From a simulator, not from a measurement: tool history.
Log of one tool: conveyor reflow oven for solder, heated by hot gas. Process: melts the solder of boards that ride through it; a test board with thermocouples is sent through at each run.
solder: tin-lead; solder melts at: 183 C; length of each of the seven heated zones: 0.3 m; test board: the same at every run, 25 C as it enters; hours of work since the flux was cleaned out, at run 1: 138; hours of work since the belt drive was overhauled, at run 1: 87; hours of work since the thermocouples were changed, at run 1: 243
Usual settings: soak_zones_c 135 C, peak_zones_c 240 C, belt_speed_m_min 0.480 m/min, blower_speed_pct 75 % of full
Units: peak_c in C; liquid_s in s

run,hour,soak_zones_c,peak_zones_c,belt_speed_m_min,blower_speed_pct,hours of work since the flux was cleaned out,hours of work since the belt drive was overhauled,hours of work since the thermocouples were changed,peak_c,liquid_s
1,0.0,135,240,0.480,75,138,87,243,222.2,59.3
2,73.3,135,240,0.480,75,170,120,276,221.2,59.4
3,122.5,135,240,0.480,75,192,141,298,220.9,57.8
4,214.8,135,240,0.480,75,233,182,339,221.6,58.6
# hour 288.0: flux residue cleaned out of gas plates and filters
5,288.0,135,240,0.480,75,0,213,369,224.4,60.0
6,357.9,135,240,0.480,75,31,244,400,224.4,59.8
7,400.1,135,240,0.409,75,50,262,418,228.1,74.1
8,441.0,135,240,0.409,75,68,280,437,227.5,74.4
9,514.1,140,245,0.394,57,100,313,469,230.4,80.7
10,569.5,126,245,0.394,65,125,337,494,230.0,75.3
11,636.7,135,240,0.480,75,155,367,523,221.6,59.6
12,677.6,135,251,0.480,60,173,385,542,227.5,62.4
13,767.8,121,232,0.480,60,213,425,582,208.2,43.4
14,860.9,135,240,0.568,61,254,467,623,210.7,41.7
# hour 889.6: flux residue cleaned out of gas plates and filters
15,920.1,137,240,0.480,69,14,491,647,224.0,60.2
16,977.2,137,246,0.480,54,39,516,672,223.4,60.9

The same runs without the tool's hidden state, with the same run-to-run variation:
The hidden state here: heat that the gas passes to the board, % of a clean oven's; belt's true speed, % of the reading; true gas temperature in zones 6 and 7 over the reading, C; drift of the gauge itself on peak_c, C; drift of the gauge itself on liquid_s, %.
run,peak_c,liquid_s
1,225.0,61.2
2,224.5,61.6
3,224.5,60.2
4,225.7,61.3
5,225.6,60.4
6,226.0,60.4
7,230.0,74.7
8,229.5,75.0
9,232.6,81.3
10,232.7,76.3
11,224.8,61.2
12,230.8,63.7
13,212.1,47.0
14,215.3,45.1
15,225.7,60.3
16,225.3,61.2
